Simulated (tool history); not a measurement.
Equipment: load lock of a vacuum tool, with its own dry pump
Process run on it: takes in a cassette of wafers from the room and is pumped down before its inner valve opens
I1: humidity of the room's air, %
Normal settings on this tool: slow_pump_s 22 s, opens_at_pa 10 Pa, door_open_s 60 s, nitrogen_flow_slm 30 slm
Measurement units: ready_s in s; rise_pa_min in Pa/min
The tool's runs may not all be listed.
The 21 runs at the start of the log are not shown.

run 22 hour=1937.1 | slow_pump_s=20 opens_at_pa=13 door_open_s=60 nitrogen_flow_slm=13 | I1=43.5 | ready_s=41.8 rise_pa_min=0.06
run 23 hour=2079.3 | slow_pump_s=22 opens_at_pa=10 door_open_s=105 nitrogen_flow_slm=23 | I1=42.9 | ready_s=44.3 rise_pa_min=0.069
run 24 hour=2187.8 | slow_pump_s=16 opens_at_pa=16 door_open_s=75 nitrogen_flow_slm=5 | I1=45.4 | ready_s=38.1 rise_pa_min=0.082
run 25 hour=2307.6 | slow_pump_s=11 opens_at_pa=10 door_open_s=61 nitrogen_flow_slm=32 | I1=43.5 | ready_s=35.6 rise_pa_min=0.059
run 26 hour=2385.7 | slow_pump_s=11 opens_at_pa=10 door_open_s=61 nitrogen_flow_slm=32 | I1=43.5 | ready_s=35.6 rise_pa_min=0.055
run 27 hour=2527 | slow_pump_s=22 opens_at_pa=8 door_open_s=60 nitrogen_flow_slm=30 | I1=45 | ready_s=44.8 rise_pa_min=0.067
run 28 hour=2625.9 | slow_pump_s=22 opens_at_pa=8 door_open_s=60 nitrogen_flow_slm=30 | I1=40.7 | ready_s=44.9 rise_pa_min=0.062
run 29 hour=2732.8 | slow_pump_s=22 opens_at_pa=9 door_open_s=42 nitrogen_flow_slm=30 | I1=47.4 | ready_s=44.5 rise_pa_min=0.053
run 30 hour=2865.7 | slow_pump_s=22 opens_at_pa=9 door_open_s=42 nitrogen_flow_slm=30 | I1=47.3 | ready_s=44.6 rise_pa_min=0.059
run 31 hour=2935.4 | slow_pump_s=22 opens_at_pa=10 door_open_s=55 nitrogen_flow_slm=24 | I1=46.1 | ready_s=44.5 rise_pa_min=0.067
run 32 hour=3077 | slow_pump_s=21 opens_at_pa=10 door_open_s=60 nitrogen_flow_slm=30 | I1=44.7 | ready_s=43.5 rise_pa_min=0.069
run 33 hour=3179 | slow_pump_s=13 opens_at_pa=10 door_open_s=94 nitrogen_flow_slm=21 | I1=47.4 | ready_s=37.4 rise_pa_min=0.088
run 34 hour=3306.1 | slow_pump_s=12 opens_at_pa=10 door_open_s=44 nitrogen_flow_slm=21 | I1=47.1 | ready_s=36.3 rise_pa_min=0.065
run 35 hour=3414.2 | slow_pump_s=12 opens_at_pa=10 door_open_s=55 nitrogen_flow_slm=19 | I1=48.5 | ready_s=36.6 rise_pa_min=0.082
run 36 hour=3513.3 | slow_pump_s=31 opens_at_pa=10 door_open_s=159 nitrogen_flow_slm=30 | I1=46.1 | ready_s=51.5 rise_pa_min=0.096
run 37 hour=3617.7 | slow_pump_s=42 opens_at_pa=12 door_open_s=159 nitrogen_flow_slm=30 | I1=45.9 | ready_s=59.7 rise_pa_min=0.095

3 options for the next run, each taken on its own from the tool as it stands now. Forecast them:
run A hour=3736.8 | slow_pump_s=42 opens_at_pa=13 door_open_s=159 nitrogen_flow_slm=16 | I1=46.3 | ready_s=? rise_pa_min=?
run B hour=3736.8 | slow_pump_s=25 opens_at_pa=20 door_open_s=159 nitrogen_flow_slm=10 | I1=44.3 | ready_s=? rise_pa_min=?
run C hour=3736.8 | slow_pump_s=22 opens_at_pa=10 door_open_s=78 nitrogen_flow_slm=30 | I1=42.2 | ready_s=? rise_pa_min=?

run=A ready_s=59.4 rise_pa_min=0.111
run=B ready_s=44.6 rise_pa_min=0.121
run=C ready_s=44.5 rise_pa_min=0.077
With the hidden condition removed and each run's random variation left untouched, the same runs would have given:
run=A ready_s=59.2 rise_pa_min=0.07
run=B ready_s=44.4 rise_pa_min=0.081
run=C ready_s=44.3 rise_pa_min=0.037
